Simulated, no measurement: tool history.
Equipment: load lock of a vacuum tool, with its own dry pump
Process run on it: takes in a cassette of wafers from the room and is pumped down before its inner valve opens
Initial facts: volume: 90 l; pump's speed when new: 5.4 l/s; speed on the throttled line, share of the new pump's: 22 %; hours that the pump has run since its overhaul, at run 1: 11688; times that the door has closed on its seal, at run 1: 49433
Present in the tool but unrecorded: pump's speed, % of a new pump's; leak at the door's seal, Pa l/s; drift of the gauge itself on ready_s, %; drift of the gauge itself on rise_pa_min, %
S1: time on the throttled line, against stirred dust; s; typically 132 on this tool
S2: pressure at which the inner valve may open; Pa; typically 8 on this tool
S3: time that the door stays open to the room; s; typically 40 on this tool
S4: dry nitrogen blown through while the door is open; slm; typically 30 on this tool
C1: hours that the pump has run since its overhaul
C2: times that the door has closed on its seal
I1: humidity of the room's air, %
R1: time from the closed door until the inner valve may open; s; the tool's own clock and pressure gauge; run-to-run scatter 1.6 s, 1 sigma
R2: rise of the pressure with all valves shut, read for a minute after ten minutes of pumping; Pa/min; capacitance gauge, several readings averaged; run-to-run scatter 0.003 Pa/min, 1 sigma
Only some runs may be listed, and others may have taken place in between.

Run 1, hour 0.0: usual settings; C1 11688; C2 49433; I1 45.3. Result: R1 282.9 s, R2 0.311 Pa/min.
Run 2, hour 264.7: usual settings; C1 11953; C2 50598; I1 46.7. Result: R1 286.7 s, R2 0.323 Pa/min.
Run 3, hour 397.9: usual settings; C1 12086; C2 51184; I1 44.3. Result: R1 286.1 s, R2 0.332 Pa/min.
Run 4, hour 526.1: usual settings; C1 12214; C2 51748; I1 43.5. Result: R1 286.6 s, R2 0.330 Pa/min.
Run 5, hour 734.3: usual settings; C1 12422; C2 52664; I1 43.8. Result: R1 286.2 s, R2 0.351 Pa/min.
Run 6, hour 867.1: usual settings; C1 12555; C2 53248; I1 42.7. Result: R1 288.1 s, R2 0.349 Pa/min.
Run 7, hour 1099.6: usual settings; C1 12788; C2 54271; I1 40.0. Result: R1 287.8 s, R2 0.357 Pa/min.
Run 8, hour 1302.1: usual settings; C1 12990; C2 55162; I1 45.5. Result: R1 288.2 s, R2 0.376 Pa/min.
Run 9, hour 1430.9: usual settings; C1 13119; C2 55729; I1 45.9. Result: R1 288.3 s, R2 0.382 Pa/min.
Run 10, hour 1681.9: usual settings; C1 13370; C2 56833; I1 44.4. Result: R1 290.3 s, R2 0.391 Pa/min.
Run 11, hour 1933.8: usual settings; C1 13622; C2 57941; I1 42.8. Result: R1 289.0 s, R2 0.411 Pa/min.
Run 12, hour 2124.0: usual settings; C1 13812; C2 58778; I1 47.6. Result: R1 290.7 s, R2 0.417 Pa/min.
Run 13, hour 2343.3: usual settings; C1 14031; C2 59743; I1 44.1. Result: R1 292.2 s, R2 0.425 Pa/min.
Run 14, hour 2567.4: usual settings but S1 74 s, S3 169 s; C1 14256; C2 60729; I1 41.4. Result: R1 249.1 s, R2 0.448 Pa/min.
Run 15, hour 2713.7: usual settings but S1 74 s, S3 169 s; C1 14402; C2 61372; I1 45.7. Result: R1 250.5 s, R2 0.445 Pa/min.
Run 16, hour 2939.9: usual settings but S2 13 Pa, S4 6 slm; C1 14628; C2 62367; I1 47.4. Result: R1 280.5 s, R2 0.487 Pa/min.
At hour 2967.4: door's seal changed, seat wiped.
Run 17, hour 3103.0: usual settings but S2 11 Pa, S4 10 slm; C1 14790; C2 596; I1 45.8. Result: R1 283.8 s, R2 0.020 Pa/min.
Run 18, hour 3254.0: usual settings but S1 120 s, S2 6 Pa, S3 37 s, S4 38 slm; C1 14941; C2 1261; I1 42.2. Result: R1 287.2 s, R2 0.013 Pa/min.
Run 19, hour 3442.5: usual settings but S1 120 s, S2 6 Pa, S3 61 s, S4 38 slm; C1 15129; C2 2090; I1 38.2. Result: R1 289.5 s, R2 0.024 Pa/min.
Run 20, hour 3563.4: usual settings but S2 15 Pa, S3 77 s; C1 15250; C2 2622; I1 46.4. Result: R1 277.3 s, R2 0.025 Pa/min.
Run 21, hour 3812.2: usual settings but S2 15 Pa, S3 77 s; C1 15499; C2 3716; I1 47.3. Result: R1 278.8 s, R2 0.026 Pa/min.
Run 22, hour 4081.9: usual settings but S1 188 s, S2 10 Pa, S3 64 s, S4 6 slm; C1 15768; C2 4903; I1 45.1. Result: R1 330.6 s, R2 0.046 Pa/min.
Run 23, hour 4372.7: usual settings but S1 68 s, S2 16 Pa, S3 77 s, S4 19 slm; C1 16059; C2 6182; I1 40.8. Result: R1 235.6 s, R2 0.036 Pa/min.
At hour 4606.7: dry pump taken out, an overhauled one fitted.
Run 24, hour 4641.2: usual settings but S1 68 s, S2 16 Pa, S3 77 s, S4 8 slm; C1 34; C2 7337; I1 42.9. Result: R1 200.8 s, R2 0.056 Pa/min.
Run 25, hour 4794.5: usual settings but S4 29 slm; C1 188; C2 8012; I1 47.7. Result: R1 260.7 s, R2 0.038 Pa/min.

Here are 4 independent what-if runs from the current tool condition. What would each one return?
Run A, hour 5082.7: usual settings but S2 11 Pa, S4 29 slm; C1 476; C2 9279; I1 45.4. Result: R1 ?, R2 ?.
Run B, hour 5082.7: usual settings but S2 15 Pa; C1 476; C2 9279; I1 48.1. Result: R1 ?, R2 ?.
Run C, hour 5082.7: usual settings but S1 73 s; C1 476; C2 9279; I1 46.3. Result: R1 ?, R2 ?.
Run D, hour 5082.7: usual settings but S3 138 s, S4 41 slm; C1 476; C2 9279; I1 46.4. Result: R1 ?, R2 ?.

run     R1     R2
  A  253.7  0.040
  B  250.4  0.037
  C  216.2  0.039
  D  261.6  0.042
Without the tool's unlogged condition, the same runs would have read:
run     R1     R2
  A  253.6  0.011
  B  250.3  0.008
  C  216.1  0.010
  D  261.5  0.014
